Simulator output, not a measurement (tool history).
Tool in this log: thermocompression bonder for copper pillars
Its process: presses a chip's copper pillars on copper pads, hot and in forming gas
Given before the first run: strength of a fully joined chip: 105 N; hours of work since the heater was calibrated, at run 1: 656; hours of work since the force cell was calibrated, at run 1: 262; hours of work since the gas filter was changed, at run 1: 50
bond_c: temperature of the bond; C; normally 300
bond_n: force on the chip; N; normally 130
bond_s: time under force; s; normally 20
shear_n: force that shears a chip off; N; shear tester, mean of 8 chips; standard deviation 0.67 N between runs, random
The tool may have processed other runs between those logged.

run,hour,bond_c,bond_n,bond_s,hours of work since the heater was calibrated,hours of work since the force cell was calibrated,hours of work since the gas filter was changed,shear_n
1,0,300,130,20,656,262,50,38.4
2,10.9,300,130,20,664,270,59,38.5
3,16.9,300,130,20,669,275,63,36.7
4,24.4,300,130,20,674,281,69,36.5
5,33.1,300,130,20,681,287,76,36.6
6,43.6,300,130,20,689,295,83,37.1
# hour 49.1: heater calibrated with a thermocouple chip
7,54.6,300,130,14,4,302,90,40.3
8,64.9,300,130,20,12,310,98,46
9,70.4,300,130,50,16,314,102,62.4
10,79.1,300,130,50,23,321,109,61.7
11,90.7,300,130,50,32,329,118,60.5
12,101.3,300,130,50,40,337,126,60.1
13,107.3,310,130,20,44,342,130,50.3
14,118.5,300,130,20,53,350,139,44.1
15,129.3,312,130,20,61,359,147,52.2
16,139.6,312,130,20,69,366,155,52.3
17,148.1,312,130,20,75,373,161,52
18,156.2,300,130,20,81,379,167,42.5
19,167.6,300,130,20,90,388,176,43.7
20,176.4,311,130,20,96,394,183,51.2
21,182.6,311,130,18,101,399,187,48.2
22,192.7,311,130,18,109,407,195,47.2
23,198.2,311,130,18,113,411,199,47.9
24,208.6,274,137,10,121,419,207,22.2
25,219.1,315,82,25,129,427,215,35.9
26,227.6,315,82,25,135,433,221,35.8
27,234.7,312,89,23,141,439,227,36.7
28,242.7,312,89,23,147,445,233,36.2
29,252.1,312,89,48,154,452,240,48.7
30,257.3,300,108,19,158,456,244,34
31,265,300,101,30,164,461,250,38.6
32,275.7,280,191,18,172,470,258,42.6
33,280.9,317,130,32,176,474,262,60.5
34,286.9,285,78,54,180,478,266,28.8
35,293.6,300,142,20,185,483,271,46.1
36,304.3,296,134,16,193,491,279,37.1
37,309.6,277,131,17,197,495,283,26.4
38,319.5,306,113,17,205,503,291,36.7
39,331.3,306,113,17,214,512,300,36.3
40,343.1,300,86,26,223,521,309,29.1
41,349.6,300,86,26,228,526,314,29.2

Per-run results on a tool with no hidden state, each run keeping its own random variation:
Unlogged tool condition in this case: true temperature of the bond over the reading, C; force that reaches the chip, % of what is set; oxide that the forming gas leaves, % of the face; drift of the gauge itself on shear_n, %.
run,shear_n
1,45.4
2,45.7
3,43.8
4,43.8
5,44.1
6,44.7
7,39.2
8,45.1
9,61.7
10,61.2
11,60.3
12,60.1
13,50.2
14,44.1
15,52.6
16,52.9
17,52.7
18,43.2
19,44.6
20,52.4
21,49.5
22,48.7
23,49.4
24,22.9
25,37.2
26,37.3
27,38.3
28,37.9
29,51.3
30,35.8
31,40.8
32,45.3
33,64.6
34,30.6
35,49.4
36,39.9
37,28.4
38,39.7
39,39.3
40,31.7
41,31.9

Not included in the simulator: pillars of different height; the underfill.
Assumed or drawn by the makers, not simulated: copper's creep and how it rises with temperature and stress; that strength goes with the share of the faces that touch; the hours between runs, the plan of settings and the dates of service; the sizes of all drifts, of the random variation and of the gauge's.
